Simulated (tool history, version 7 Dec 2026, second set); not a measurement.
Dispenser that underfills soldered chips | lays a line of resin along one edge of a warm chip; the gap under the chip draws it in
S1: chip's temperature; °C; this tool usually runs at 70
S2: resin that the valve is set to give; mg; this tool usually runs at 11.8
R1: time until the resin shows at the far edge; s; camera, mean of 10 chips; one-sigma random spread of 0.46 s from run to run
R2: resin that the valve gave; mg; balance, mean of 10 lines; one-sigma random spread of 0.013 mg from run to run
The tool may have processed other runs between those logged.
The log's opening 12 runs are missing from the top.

run   hour  S1    S2     R1     R2
     110.9  -- new syringe of resin
 13  119.4  70  11.5   61.0  11.36
 14  125.7  63  11.5  110.3  11.33
     128.0  -- new syringe of resin
     138.9  -- dispensing valve cleaned and set on the balance
 15  138.9  63  11.5   82.7  11.51
     145.8  -- new syringe of resin
 16  148.3  63  11.5   52.5  11.48
 17  154.2  63  11.5   75.1  11.48
     162.5  -- new syringe of resin
 18  166.7  63  11.5   56.7  11.46
     179.8  -- new syringe of resin
 19  179.8  63  11.5   45.2  11.40
     181.9  -- stage's temperature calibrated
 20  193.1  69  11.5   74.5  11.36
     197.8  -- new syringe of resin
 21  202.7  68  13.0   49.4  12.80
     212.1  -- dispensing valve cleaned and set on the balance
 22  212.8  63  12.1  100.6  12.18
     215.7  -- new syringe of resin
 23  221.1  55  13.1   77.2  13.14
 24  231.3  60  12.4  123.0  12.42
     232.5  -- new syringe of resin
 25  243.3  64  14.4   79.8  14.36

Predict the results of run 26:
     249.5  -- new syringe of resin
 26  251.9  76  14.0   ?   ?

R1: 32.9 s
R2: 13.94 mg
Take away the tool's hidden state, keep the run-to-run variation as it was, and the same run would have given R1 28.4 s, R2 14.01 mg.
